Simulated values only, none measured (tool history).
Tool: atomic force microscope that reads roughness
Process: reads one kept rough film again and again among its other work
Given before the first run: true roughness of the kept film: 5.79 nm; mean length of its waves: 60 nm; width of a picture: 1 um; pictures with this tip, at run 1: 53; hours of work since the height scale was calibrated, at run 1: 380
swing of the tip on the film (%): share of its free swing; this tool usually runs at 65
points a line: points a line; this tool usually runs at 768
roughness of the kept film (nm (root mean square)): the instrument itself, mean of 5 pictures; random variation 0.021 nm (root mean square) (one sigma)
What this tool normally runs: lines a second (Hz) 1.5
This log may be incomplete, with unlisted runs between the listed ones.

run	hour	lines a second (Hz)	swing of the tip on the film (%)	points a line	pictures with this tip	hours of work since the height scale was calibrated	roughness of the kept film (nm (root mean square))
1	0	1.5	65	768	53	380	5.123
2	18.1	1.5	65	768	77	394	5.129
3	31.9	1.5	65	768	95	405	5.066
4	50.1	1.5	65	768	119	419	4.994
5	76.6	1.5	65	768	154	440	4.928
6	102.8	1.5	65	768	188	461	4.928
7	119.1	1.5	65	768	209	473	4.887
8	148.5	1.5	65	768	248	496	4.83
9	164	1.5	65	768	268	509	4.799
10	188.7	1.72	65	768	300	528	4.677
11	204.2	1.5	65	768	321	540	4.712
12	220.5	1.5	65	768	342	553	4.717
# hour 235.4: new tip fitted
13	246	1.5	65	768	14	573	5.151
14	265.3	1.5	65	558	39	588	5.101
15	285.8	2	65	768	66	604	4.981
16	317	1.3	65	768	107	628	5.064
17	350.5	3.95	65	768	151	655	4.547
# hour 353.7: height scale calibrated on a step standard
18	366.9	1.5	65	713	171	10	4.903
19	392.8	1.5	65	768	205	31	4.889
20	410.8	1.5	65	768	228	45	4.817
21	428.8	1.5	65	768	252	59	4.781
22	447	1.5	65	768	276	73	4.728
23	480.4	1.5	65	768	319	99	4.712
24	511.7	1.5	65	768	360	124	4.658
# hour 514.6: new tip fitted
# hour 535.7: height scale calibrated on a step standard, once more
25	546.9	1.5	65	768	41	9	5.17
26	567.5	2.75	76	768	68	25	4.466

What will run 27 give?
27	599.7	0.79	70	324	110	50	?

{"run 27": {"roughness of the kept film (nm (root mean square))": 5.17}}
Had the tool carried no hidden state, the very same run would have given roughness of the kept film (nm (root mean square)) 5.356.
